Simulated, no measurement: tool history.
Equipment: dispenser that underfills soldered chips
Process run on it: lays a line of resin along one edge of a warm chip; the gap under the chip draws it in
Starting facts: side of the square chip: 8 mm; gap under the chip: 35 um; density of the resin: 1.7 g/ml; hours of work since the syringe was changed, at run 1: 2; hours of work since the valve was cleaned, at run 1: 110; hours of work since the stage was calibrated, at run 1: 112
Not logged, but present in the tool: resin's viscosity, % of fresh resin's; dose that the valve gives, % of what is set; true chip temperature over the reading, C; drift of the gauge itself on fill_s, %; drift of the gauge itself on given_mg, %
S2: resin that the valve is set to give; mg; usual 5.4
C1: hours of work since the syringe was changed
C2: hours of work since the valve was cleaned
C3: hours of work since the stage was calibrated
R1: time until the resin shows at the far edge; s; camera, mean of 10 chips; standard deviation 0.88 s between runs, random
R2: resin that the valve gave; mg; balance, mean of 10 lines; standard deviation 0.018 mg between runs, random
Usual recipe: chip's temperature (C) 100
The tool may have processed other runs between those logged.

run 1 hour=0 | chip's_temperature_(C)=100 S2=5.4 | C1=2 C2=110 C3=112 | R1=102.5 R2=5.07
run 2 hour=2.9 | chip's_temperature_(C)=100 S2=5.4 | C1=5 C2=112 C3=114 | R1=121.5 R2=5.05
-- hour=6.3 new syringe of resin
run 3 hour=9.8 | chip's_temperature_(C)=100 S2=5.4 | C1=3 C2=117 C3=119 | R1=107.5 R2=5.04
run 4 hour=13.7 | chip's_temperature_(C)=100 S2=5.4 | C1=6 C2=120 C3=122 | R1=137.6 R2=5.04
-- hour=15.5 new syringe of resin
run 5 hour=20.1 | chip's_temperature_(C)=100 S2=5.4 | C1=4 C2=125 C3=127 | R1=116.8 R2=5.07
-- hour=24.6 new syringe of resin
run 6 hour=26.8 | chip's_temperature_(C)=100 S2=4.78 | C1=2 C2=130 C3=132 | R1=101.1 R2=4.44
-- hour=33.7 new syringe of resin
run 7 hour=33.7 | chip's_temperature_(C)=113 S2=4.78 | C1=0 C2=136 C3=137 | R1=56.1 R2=4.46
run 8 hour=38 | chip's_temperature_(C)=100 S2=5.4 | C1=3 C2=139 C3=141 | R1=112.1 R2=4.99
-- hour=42 dispensing valve cleaned and set on the balance
-- hour=44.2 new syringe of resin
run 9 hour=45.1 | chip's_temperature_(C)=100 S2=5.4 | C1=1 C2=2 C3=145 | R1=87.7 R2=5.37
run 10 hour=48.6 | chip's_temperature_(C)=100 S2=5.4 | C1=3 C2=5 C3=148 | R1=111.2 R2=5.39
run 11 hour=52.9 | chip's_temperature_(C)=100 S2=5.4 | C1=7 C2=8 C3=151 | R1=148.9 R2=5.37
-- hour=53.7 new syringe of resin
run 12 hour=58.1 | chip's_temperature_(C)=100 S2=5.24 | C1=4 C2=12 C3=155 | R1=112.6 R2=5.19
-- hour=62.9 new syringe of resin
run 13 hour=65 | chip's_temperature_(C)=100 S2=5.24 | C1=2 C2=18 C3=161 | R1=96.9 R2=5.22
run 14 hour=69.9 | chip's_temperature_(C)=100 S2=5.24 | C1=5 C2=21 C3=164 | R1=135 R2=5.17
-- hour=72.2 new syringe of resin
run 15 hour=76.4 | chip's_temperature_(C)=100 S2=6.26 | C1=3 C2=26 C3=169 | R1=107.9 R2=6.15
run 16 hour=79.6 | chip's_temperature_(C)=114 S2=4.94 | C1=6 C2=29 C3=172 | R1=90.9 R2=4.87
-- hour=81.6 new syringe of resin
run 17 hour=82.6 | chip's_temperature_(C)=114 S2=4.94 | C1=1 C2=31 C3=174 | R1=57.2 R2=4.85
run 18 hour=86.2 | chip's_temperature_(C)=105 S2=6.69 | C1=4 C2=34 C3=177 | R1=94.4 R2=6.57
run 19 hour=89.7 | chip's_temperature_(C)=100 S2=6.95 | C1=6 C2=36 C3=180 | R1=140 R2=6.8
-- hour=90.7 new syringe of resin
run 20 hour=94 | chip's_temperature_(C)=100 S2=6.95 | C1=3 C2=40 C3=183 | R1=98.7 R2=6.84
run 21 hour=97.7 | chip's_temperature_(C)=88 S2=6.92 | C1=5 C2=43 C3=186 | R1=190.9 R2=6.75
-- hour=100.2 new syringe of resin
run 22 hour=102.3 | chip's_temperature_(C)=113 S2=4.7 | C1=2 C2=46 C3=189 | R1=65.3 R2=4.57
run 23 hour=105.6 | chip's_temperature_(C)=92 S2=6.51 | C1=4 C2=49 C3=192 | R1=153.5 R2=6.33
-- hour=109.6 new syringe of resin
run 24 hour=112.4 | chip's_temperature_(C)=100 S2=6 | C1=2 C2=54 C3=197 | R1=97.9 R2=5.84
run 25 hour=117.3 | chip's_temperature_(C)=90 S2=5.91 | C1=6 C2=58 C3=201 | R1=197 R2=5.72
-- hour=119.2 new syringe of resin
run 26 hour=122.6 | chip's_temperature_(C)=90 S2=5.91 | C1=3 C2=62 C3=205 | R1=141.6 R2=5.71
run 27 hour=126.7 | chip's_temperature_(C)=103 S2=5.99 | C1=6 C2=65 C3=208 | R1=121.3 R2=5.76
-- hour=128.6 new syringe of resin
run 28 hour=131.6 | chip's_temperature_(C)=96 S2=4.81 | C1=2 C2=68 C3=212 | R1=120 R2=4.61

Branching from run 28: 3 alternative next runs. What would each branch give?
-- hour=137.9 new syringe of resin
run A hour=138 | chip's_temperature_(C)=91 S2=4.98 | C1=0 C2=73 C3=216 | R1=? R2=?
-- hour=137.9 new syringe of resin
run B hour=138 | chip's_temperature_(C)=100 S2=6.47 | C1=0 C2=73 C3=216 | R1=? R2=?
-- hour=137.9 new syringe of resin
run C hour=138 | chip's_temperature_(C)=100 S2=5.98 | C1=0 C2=73 C3=216 | R1=? R2=?

run=A R1=116.8 R2=4.79
run=B R1=81.7 R2=6.19
run=C R1=82.6 R2=5.77
What these runs would have given with no unlogged condition in the tool:
run=A R1=115.5 R2=4.99
run=B R1=81.4 R2=6.45
run=C R1=82.2 R2=6.01

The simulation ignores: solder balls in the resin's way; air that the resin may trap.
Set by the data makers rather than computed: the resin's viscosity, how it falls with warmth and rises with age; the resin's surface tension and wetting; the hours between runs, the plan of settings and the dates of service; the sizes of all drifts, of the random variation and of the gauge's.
